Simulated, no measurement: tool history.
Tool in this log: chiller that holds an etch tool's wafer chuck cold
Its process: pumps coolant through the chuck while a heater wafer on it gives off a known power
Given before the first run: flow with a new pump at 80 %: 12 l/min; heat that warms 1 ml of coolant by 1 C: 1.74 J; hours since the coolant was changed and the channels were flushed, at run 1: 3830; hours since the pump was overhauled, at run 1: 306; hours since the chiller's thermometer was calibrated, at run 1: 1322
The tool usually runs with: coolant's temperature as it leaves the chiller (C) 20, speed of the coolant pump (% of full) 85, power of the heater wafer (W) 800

run,hour,coolant's temperature as it leaves the chiller (C),speed of the coolant pump (% of full),power of the heater wafer (W),hours since the coolant was changed and the channels were flushed,hours since the pump was overhauled,hours since the chiller's thermometer was calibrated,chuck's temperature once it has settled (C),how much warmer the coolant comes back (C)
1,0.0,20,85,800,3830,306,1322,28.1,2.171
2,17.3,20,85,800,3848,323,1340,28.0,2.155
3,45.7,20,85,800,3876,351,1368,28.1,2.162
4,65.4,20,85,800,3896,371,1388,28.2,2.160
5,93.8,20,85,696,3924,399,1416,27.0,1.850
6,116.6,20,85,696,3947,422,1439,27.1,1.845
7,140.3,16,85,800,3971,446,1463,24.3,2.116
8,166.0,16,87,800,3996,472,1488,23.9,2.073
9,198.3,16,87,800,4029,504,1521,23.9,2.065
10,229.4,20,85,800,4060,535,1552,28.2,2.113
11,254.1,20,85,800,4084,560,1576,28.2,2.103
12,292.0,20,85,800,4122,598,1614,28.1,2.073
13,308.2,20,85,689,4139,614,1630,27.0,1.775
14,329.4,20,79,501,4160,635,1652,25.4,1.380
15,353.0,23,85,539,4183,659,1675,28.4,1.380
16,375.4,23,85,539,4206,681,1698,28.4,1.368
17,406.7,27,85,764,4237,712,1729,34.7,1.963
18,443.9,27,85,764,4274,750,1766,34.8,1.951
# hour 458.9: gauge calibrated
19,475.8,27,85,764,4306,781,1798,34.8,2.052
20,500.5,27,85,764,4331,806,1823,34.7,2.063
21,531.6,27,85,764,4362,837,1854,34.8,2.030
22,547.6,27,85,764,4378,853,1870,34.7,2.042
23,564.4,27,85,764,4395,870,1887,34.8,2.038
24,587.8,14,76,635,4418,893,1910,21.0,1.894

Each row is a separate what-if for the run after 24, all from the same tool condition, not one after another. Results?
A,625.2,14,74,1020,4456,931,1947,?,?
B,625.2,20,87,800,4456,931,1947,?,?
C,625.2,13,76,607,4456,931,1947,?,?
D,625.2,13,96,635,4456,931,1947,?,?

run,chuck's temperature once it has settled (C),how much warmer the coolant comes back (C)
A,25.3,3.121
B,28.1,2.077
C,19.7,1.788
D,18.9,1.491
Had the tool no hidden state, the same runs would have come out as:
run,chuck's temperature once it has settled (C),how much warmer the coolant comes back (C)
A,25.3,3.163
B,28.0,2.119
C,19.6,1.830
D,18.9,1.534
